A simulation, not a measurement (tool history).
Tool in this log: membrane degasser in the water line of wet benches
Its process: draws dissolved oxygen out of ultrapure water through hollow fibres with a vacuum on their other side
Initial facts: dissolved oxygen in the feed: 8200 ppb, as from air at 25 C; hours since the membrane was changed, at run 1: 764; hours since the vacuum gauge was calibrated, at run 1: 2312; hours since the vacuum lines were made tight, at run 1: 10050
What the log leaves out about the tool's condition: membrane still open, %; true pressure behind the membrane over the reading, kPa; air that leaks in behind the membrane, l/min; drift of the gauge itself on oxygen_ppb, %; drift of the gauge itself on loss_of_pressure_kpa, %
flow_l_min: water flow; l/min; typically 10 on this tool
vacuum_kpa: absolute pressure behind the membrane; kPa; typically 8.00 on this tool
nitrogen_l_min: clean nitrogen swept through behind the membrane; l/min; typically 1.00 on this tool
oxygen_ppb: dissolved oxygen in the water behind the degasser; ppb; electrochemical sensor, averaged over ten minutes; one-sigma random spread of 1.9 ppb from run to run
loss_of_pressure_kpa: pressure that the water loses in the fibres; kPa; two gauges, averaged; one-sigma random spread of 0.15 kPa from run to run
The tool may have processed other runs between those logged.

run   hour  flow_l_min  vacuum_kpa  nitrogen_l_min  hours since the membrane was changed  hours since the vacuum gauge was calibrated  hours since the vacuum lines were made tight  oxygen_ppb  loss_of_pressure_kpa
  1    0.0          10        8.00            1.00                                   764                                         2312                                         10050       193.8                 31.89
  2  134.5          10        8.00            1.00                                   898                                         2447                                         10185       192.4                 32.09
  3  209.4          10        8.00            1.00                                   973                                         2522                                         10260       191.3                 32.09
  4  295.2          10        8.00            1.00                                  1059                                         2607                                         10345       190.3                 32.07
  5  367.1          10        8.00            0.71                                  1131                                         2679                                         10417       230.7                 31.69
  6  449.1          10        8.00            0.71                                  1213                                         2761                                         10499       229.6                 32.04
  7  561.3          10        8.00            1.00                                  1325                                         2874                                         10611       190.6                 32.13
  8  699.7          10        8.00            1.00                                  1463                                         3012                                         10750       192.3                 32.12
  9  851.1          10        8.00            1.00                                  1615                                         3163                                         10901       191.0                 31.85
 10  936.5          10        8.00            1.95                                  1700                                         3249                                         10987       139.2                 32.02

For run 11, what comes out?
 11  1015.1           9       10.11            0.43                                  1779                                         3327                                         11065           ?                     ?

Run 11 produced oxygen_ppb 370.8 ppb, loss_of_pressure_kpa 28.94 kPa.
The same run, on a tool lacking any hidden state, would have yielded oxygen_ppb 370.5 ppb, loss_of_pressure_kpa 28.94 kPa.
